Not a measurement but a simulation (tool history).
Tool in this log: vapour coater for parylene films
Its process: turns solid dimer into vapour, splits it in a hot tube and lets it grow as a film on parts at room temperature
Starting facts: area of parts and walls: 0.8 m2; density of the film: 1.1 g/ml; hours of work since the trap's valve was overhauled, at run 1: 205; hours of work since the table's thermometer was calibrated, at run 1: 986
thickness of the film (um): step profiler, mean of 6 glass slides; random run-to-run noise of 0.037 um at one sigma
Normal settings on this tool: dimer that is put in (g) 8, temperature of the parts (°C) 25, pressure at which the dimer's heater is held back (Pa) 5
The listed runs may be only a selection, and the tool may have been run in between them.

run,hour,dimer that is put in (g),temperature of the parts (°C),pressure at which the dimer's heater is held back (Pa),hours of work since the trap's valve was overhauled,hours of work since the table's thermometer was calibrated,thickness of the film (um)
1,0,8,25,5,205,986,4.06
2,30.6,8,18,5,223,1004,4.6
3,61.9,8,25,5.78,242,1023,3.92
4,101.5,8,25,5,266,1047,4
5,135,8,25,5,286,1067,3.91
6,175.6,8,25,5,311,1092,3.97
7,206.4,8,25,5,329,1110,3.91
8,234.8,8,25,5,346,1127,3.85
9,266.3,8,25,5,365,1147,3.81
10,288.3,8,25,5,379,1160,3.85
11,326.7,8,25,8.93,402,1183,3.44
12,359.7,4,36,8.24,422,1203,1.42
13,391,8,25,7.5,441,1222,3.48
# hour 408.5: trap's valve overhauled
14,442.1,7,25,7.5,20,1250,3.45
15,481.2,5,25,4.56,44,1274,2.71
16,501.4,8,25,3.27,56,1286,4.57
17,533.5,4,29,5,75,1305,1.93
18,558.3,3,18,5,90,1320,1.78
19,578.8,3,18,5,103,1333,1.78
20,624.9,11,23,5.07,131,1361,5.79
21,644.8,3,25,5,143,1372,1.55
22,680,3,25,5,164,1394,1.5

Some steps in thickness of the film (um) between neighbouring runs. How much of each would the tool show without its hidden state too (settings, what came in, random variation), and how much is left for the hidden state, with any gauge scatter that isn't in both results?
Hidden state present: vapour lost through the trap's worn valve, %; true temperature of the parts over the reading, C; drift of the gauge itself on film_um, %.
Run 12 -> 13: dimer that is put in (g) 4 -> 8, temperature of the parts (°C) 36 -> 25, pressure at which the dimer's heater is held back (Pa) 8.24 -> 7.5. thickness of the film (um) +2.06: hidden state -0.33, all else +2.39.
Run 13 -> 14: dimer that is put in (g) 8 -> 7, trap's valve overhauled. thickness of the film (um) -0.03: hidden state +0.47, all else -0.5.
Run 19 -> 20: dimer that is put in (g) 3 -> 11, temperature of the parts (°C) 18 -> 23, pressure at which the dimer's heater is held back (Pa) 5 -> 5.07. thickness of the film (um) +4.01: hidden state -0.24, all else +4.25.
Run 20 -> 21: dimer that is put in (g) 11 -> 3, temperature of the parts (°C) 23 -> 25, pressure at which the dimer's heater is held back (Pa) 5.07 -> 5. thickness of the film (um) -4.24: hidden state +0.23, all else -4.47.
